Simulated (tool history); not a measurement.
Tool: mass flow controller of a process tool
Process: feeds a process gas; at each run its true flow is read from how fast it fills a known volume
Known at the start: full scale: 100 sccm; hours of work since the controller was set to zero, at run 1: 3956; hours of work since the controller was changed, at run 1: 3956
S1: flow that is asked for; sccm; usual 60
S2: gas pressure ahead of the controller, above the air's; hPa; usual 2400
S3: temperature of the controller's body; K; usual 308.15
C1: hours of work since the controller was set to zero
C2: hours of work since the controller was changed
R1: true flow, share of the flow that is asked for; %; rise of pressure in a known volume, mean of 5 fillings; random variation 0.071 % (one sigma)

Run 1, hour 0.0: usual settings; C1 3956; C2 3956. Result: R1 99.77 %.
Run 2, hour 130.6: usual settings; C1 4034; C2 4034. Result: R1 99.81 %.
Run 3, hour 249.1: usual settings; C1 4105; C2 4105. Result: R1 99.78 %.
Run 4, hour 497.9: usual settings; C1 4254; C2 4254. Result: R1 100.00 %.
Run 5, hour 631.9: usual settings; C1 4334; C2 4334. Result: R1 99.91 %.
Run 6, hour 886.6: usual settings but S2 2200 hPa; C1 4487; C2 4487. Result: R1 99.86 %.
Run 7, hour 1100.9: usual settings but S2 1810 hPa; C1 4615; C2 4615. Result: R1 100.22 %.
Run 8, hour 1223.0: usual settings; C1 4688; C2 4688. Result: R1 99.68 %.
Run 9, hour 1438.1: usual settings but S3 299.15 K; C1 4817; C2 4817. Result: R1 99.60 %.
Run 10, hour 1679.6: usual settings but S3 299.15 K; C1 4961; C2 4961. Result: R1 99.64 %.
Run 11, hour 1858.9: usual settings but S3 299.15 K; C1 5069; C2 5069. Result: R1 99.42 %.
Run 12, hour 2050.2: usual settings but S3 299.15 K; C1 5183; C2 5183. Result: R1 99.58 %.
Run 13, hour 2275.5: usual settings but S3 299.15 K; C1 5318; C2 5318. Result: R1 99.52 %.
Run 14, hour 2471.8: usual settings but S3 306.15 K; C1 5436; C2 5436. Result: R1 99.72 %.
Run 15, hour 2707.5: usual settings but S3 306.15 K; C1 5577; C2 5577. Result: R1 99.67 %.
Run 16, hour 2923.0: usual settings but S1 64 sccm, S3 306.15 K; C1 5706; C2 5706. Result: R1 99.79 %.

Forecast run 17:
Run 17, hour 3044.2: usual settings but S1 54 sccm, S2 2180 hPa, S3 309.15 K; C1 5778; C2 5778. Result: R1 ?.

R1: 99.60 %
Without the tool's hidden state the same run would have given R1 99.84 %.
